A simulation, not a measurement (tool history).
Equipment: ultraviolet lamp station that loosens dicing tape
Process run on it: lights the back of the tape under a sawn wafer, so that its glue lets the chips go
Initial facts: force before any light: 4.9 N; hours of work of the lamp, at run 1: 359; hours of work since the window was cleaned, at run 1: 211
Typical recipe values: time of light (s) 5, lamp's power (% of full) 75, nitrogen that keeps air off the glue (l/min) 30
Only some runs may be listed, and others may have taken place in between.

run,day,time of light (s),lamp's power (% of full),nitrogen that keeps air off the glue (l/min),hours of work of the lamp,hours of work since the window was cleaned,force that peels the tape off (N),light that reached the tape (mJ/cm2)
1,0,5,75,30,359,211,0.449,431
2,0.575,5,75,30,366,217,0.466,426
3,1.4,4,75,30,375,226,0.676,340
4,1.983,5,75,35,381,232,0.439,423
5,2.858,5,75,30,391,242,0.443,422
6,3.65,5,75,30,400,251,0.477,423
7,4.142,5,75,30,405,256,0.461,418
8,5.275,5,86,30,418,269,0.387,478
9,5.788,5,86,30,423,274,0.375,480
10,6.833,5,86,30,435,286,0.375,477
11,7.325,5,83,30,440,291,0.41,461
12,8.242,5,83,30,450,301,0.43,457
13,9.196,5,83,30,461,312,0.411,460
14,10.296,3,83,30,473,324,0.994,274
15,11.196,9,74,30,483,334,0.192,722

The next listed run, before its measurement:
16,11.962,5,73,23,491,342,?,?

force that peels the tape off (N): 0.605
light that reached the tape (mJ/cm2): 400
Take away the tool's hidden state, keep the run-to-run variation as it was, and the same run would have given force that peels the tape off (N) 0.443, light that reached the tape (mJ/cm2) 475.
